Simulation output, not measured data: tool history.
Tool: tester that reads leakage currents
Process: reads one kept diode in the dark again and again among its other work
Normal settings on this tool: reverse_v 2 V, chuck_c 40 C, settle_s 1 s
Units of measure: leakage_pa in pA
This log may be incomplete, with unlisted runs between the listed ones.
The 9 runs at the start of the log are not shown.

run    hour  reverse_v  chuck_c  settle_s  hours of work since the probe card was cleaned  hours of work since the tester was calibrated  hours of work since the chuck was calibrated  leakage_pa
 10     528          2       40         1                                             577                                           1518                                           328      377.53
 11   582.1          2       40         1                                             605                                           1546                                           355      379.46
 12   649.9          2       40         1                                             640                                           1580                                           390      377.17
 13   700.4          2       40         1                                             666                                           1606                                           416      380.48
 14   739.5          2       40         1                                             685                                           1626                                           436      379.76
 15   792.8          2       40         1                                             713                                           1654                                           463       383.7
 16   869.8          2       40      8.37                                             752                                           1693                                           502      381.14
 17   921.2          2       40      8.37                                             778                                           1719                                           529       385.9
 18   955.8      11.33       57      3.47                                             796                                           1737                                           546     1976.97
 19  1000.9       2.41       40      2.37                                             819                                           1760                                           569      408.53
 20  1045.2       2.41       40      2.37                                             842                                           1783                                           592      411.88
 21  1106.7      17.83       59      1.64                                             873                                           1814                                           623     2578.06
 22  1155.2      17.83       59      1.64                                             898                                           1839                                           648     2576.64
 23  1204.3      17.83       59      1.64                                             923                                           1864                                           673     2582.54
 24  1275.2       3.37       46      0.46                                             959                                           1900                                           710      681.67
     1287.4  -- chuck's temperature calibrated
 25  1312.5       3.37       46      0.46                                             977                                           1918                                            13      648.47
 26  1348.2       2.66       40         1                                             996                                           1936                                            31      403.51
 27  1412.8       1.49       29       1.3                                            1029                                           1969                                            64      154.98
     1430.6  -- probe card cleaned and baked
 28  1450.7       1.49       59      1.14                                              10                                           1987                                            82     1144.33
 29  1491.1       1.49       59      1.14                                              31                                           2008                                           103     1149.81
 30  1537.7          2       26         1                                              55                                           2032                                           126      135.32
 31  1606.7          2       32         1                                              90                                           2067                                           162      212.18
 32  1647.5          2       32         1                                             111                                           2088                                           183       213.2
 33  1730.1        2.9       29       4.3                                             153                                           2130                                           225      190.97

Each row is a separate what-if for the run after 33, all from the same tool condition, not one after another. Results?
  A  1775.2        2.5       40      0.72                                             176                                           2153                                           248           ?
  B  1775.2       2.61       22      0.48                                             176                                           2153                                           248           ?
  C  1775.2      11.96       56       0.7                                             176                                           2153                                           248           ?
  D  1775.2      14.51       46      0.39                                             176                                           2153                                           248           ?
  E  1775.2        2.9       29      2.21                                             176                                           2153                                           248           ?

run  leakage_pa
  A      398.15
  B      111.07
  C     1825.76
  D     1031.17
  E      191.92
Stripped of hidden state, with their random variation kept, the same runs would have yielded:
run  leakage_pa
  A       394.4
  B      109.33
  C     1811.55
  D     1020.28
  E      189.43

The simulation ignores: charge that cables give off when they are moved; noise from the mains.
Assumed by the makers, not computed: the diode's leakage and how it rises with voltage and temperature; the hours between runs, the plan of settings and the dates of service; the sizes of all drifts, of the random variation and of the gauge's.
